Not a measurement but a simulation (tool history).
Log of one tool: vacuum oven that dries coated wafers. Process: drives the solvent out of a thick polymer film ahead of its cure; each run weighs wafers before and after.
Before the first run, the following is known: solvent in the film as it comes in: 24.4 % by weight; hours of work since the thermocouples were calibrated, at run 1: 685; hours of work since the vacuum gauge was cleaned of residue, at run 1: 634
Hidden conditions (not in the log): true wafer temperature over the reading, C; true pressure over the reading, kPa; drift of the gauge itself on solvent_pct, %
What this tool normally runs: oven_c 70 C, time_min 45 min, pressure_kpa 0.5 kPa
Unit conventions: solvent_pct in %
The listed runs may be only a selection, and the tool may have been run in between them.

run,hour,oven_c,time_min,pressure_kpa,hours of work since the thermocouples were calibrated,hours of work since the vacuum gauge was cleaned of residue,solvent_pct
1,0,70,45,0.5,685,634,4.41
2,36.3,70,45,0.5,701,650,4.35
3,58,70,45,0.5,711,660,4.42
4,102.5,70,62,0.5,731,680,2.75
5,124.5,70,62,0.5,740,689,2.71
6,157.2,70,28,0.5,755,704,7.59
7,184.3,70,45,0.5,767,716,4.44
8,212.1,70,51,0.5,779,728,3.86
9,249.7,70,51,0.5,796,745,3.86
10,277.7,70,51,0.5,808,757,3.7
11,319.4,70,34,0.5,826,775,6.32
12,362.9,70,63,0.5,846,795,2.75
13,383.2,70,63,1.564,854,803,3.83
# hour 387: vacuum gauge cleaned of residue and calibrated
14,422.7,70,28,0.429,871,16,7.88
15,454.2,70,28,0.429,885,30,7.7
16,496.3,70,62,0.5,904,48,2.9
17,519.1,81,59,1.553,914,58,1.55
18,544.9,81,59,1.553,925,70,1.53
# hour 559.1: vacuum gauge cleaned of residue and calibrated, once more
19,577,61,53,1.242,939,8,8.5
20,609.5,64,45,0.297,953,22,6.9
21,645.7,62,24,0.289,969,38,12.32
22,671.9,67,67,0.482,981,50,3.32
23,691.4,59,80,1.029,989,58,6.74
24,716.7,59,80,1.029,1000,70,6.62
25,738.3,70,72,1.349,1010,79,2.92

Each row is a separate what-if for the run after 25, all from the same tool condition, not one after another. Results?
A,772.5,70,52,0.318,1025,94,?
B,772.5,70,72,0.5,1025,94,?
C,772.5,70,72,0.588,1025,94,?
D,772.5,80,34,0.278,1025,94,?
E,772.5,77,45,0.5,1025,94,?

run,solvent_pct
A,3.38
B,2.12
C,2.1
D,2.02
E,1.91
Had the tool no hidden state, the same runs would have come out as:
run,solvent_pct
A,2.93
B,1.8
C,1.79
D,1.7
E,1.62
